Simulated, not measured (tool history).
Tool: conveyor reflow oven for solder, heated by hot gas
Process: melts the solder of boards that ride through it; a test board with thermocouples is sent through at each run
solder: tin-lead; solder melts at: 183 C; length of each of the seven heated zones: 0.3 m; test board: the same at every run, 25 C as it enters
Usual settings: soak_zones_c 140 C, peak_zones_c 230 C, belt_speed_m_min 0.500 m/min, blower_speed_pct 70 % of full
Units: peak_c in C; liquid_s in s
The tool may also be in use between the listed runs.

run,hour,soak_zones_c,peak_zones_c,belt_speed_m_min,blower_speed_pct,peak_c,liquid_s
1,0.0,140,230,0.500,70,212.5,51.8
2,30.8,136,230,0.500,70,211.5,49.9
3,66.3,140,230,0.500,70,212.5,50.5
4,87.8,140,230,0.500,70,212.3,50.3
5,117.9,140,230,0.500,70,211.8,51.1
6,143.2,140,230,0.500,70,212.0,49.9
7,166.7,140,230,0.500,70,212.1,50.1
8,212.7,140,244,0.500,70,221.8,59.5
9,252.9,140,230,0.500,70,210.7,49.6
10,286.4,140,230,0.500,70,210.4,49.4
11,318.0,140,230,0.500,70,210.3,49.5
# hour 350.7: flux residue cleaned out of gas plates and filters
12,357.1,140,230,0.500,70,213.5,51.9
13,403.6,140,230,0.500,70,212.5,51.5
14,425.3,132,230,0.500,70,210.5,48.0
# hour 432.1: belt drive overhauled, speed set with a stopwatch
15,455.3,148,230,0.500,70,213.5,57.7
16,478.7,148,230,0.500,70,213.9,57.7
# hour 506.3: belt drive overhauled, speed set with a stopwatch, once more
17,512.4,139,230,0.587,70,206.4,36.2
18,541.3,140,230,0.414,70,217.0,66.3
19,582.6,143,230,0.500,70,211.7,51.1
20,626.1,140,223,0.406,60,209.2,58.3
21,672.4,140,223,0.406,60,208.2,58.2
22,718.0,140,223,0.406,60,207.5,57.5
23,762.5,133,244,0.552,60,212.6,40.6
24,785.4,133,239,0.500,60,210.8,46.8
25,818.1,141,218,0.458,58,198.4,39.0
# hour 850.2: flux residue cleaned out of gas plates and filters
26,851.4,140,242,0.484,88,227.8,64.3
27,880.1,130,230,0.532,85,212.0,45.4
28,913.7,130,230,0.476,88,216.6,54.1
29,946.2,130,230,0.476,88,215.1,54.3
30,969.2,139,230,0.476,88,216.8,57.6

Hidden state or all else? Some run-to-run changes of peak_c, split into what the settings, what came in and random variation would give without the hidden state, and what is left for the hidden state (with any gauge scatter that isn't in both results):
The hidden state here: heat that the gas passes to the board, % of a clean oven's; belt's true speed, % of the reading; true gas temperature in zones 6 and 7 over the reading, C; drift of the gauge itself on peak_c, C; drift of the gauge itself on liquid_s, %.
Run 11 -> 12: flux residue cleaned out of gas plates and filters. peak_c +3.2 C: hidden state +2.3, all else +0.9.
Run 16 -> 17: soak_zones_c 148 -> 139, belt_speed_m_min 0.500 -> 0.587, belt drive overhauled, speed set with a stopwatch, once more. peak_c -7.5 C: hidden state -1.4, all else -6.1.
Run 24 -> 25: soak_zones_c 133 -> 141, peak_zones_c 239 -> 218, belt_speed_m_min 0.500 -> 0.458, blower_speed_pct 60 -> 58. peak_c -12.4 C: hidden state +0.6, all else -13.0.
Run 25 -> 26: soak_zones_c 141 -> 140, peak_zones_c 218 -> 242, belt_speed_m_min 0.458 -> 0.484, blower_speed_pct 58 -> 88, flux residue cleaned out of gas plates and filters. peak_c +29.4 C: hidden state +1.5, all else +27.9.
Run 26 -> 27: soak_zones_c 140 -> 130, peak_zones_c 242 -> 230, belt_speed_m_min 0.484 -> 0.532, blower_speed_pct 88 -> 85. peak_c -15.8 C: hidden state -0.2, all else -15.6.
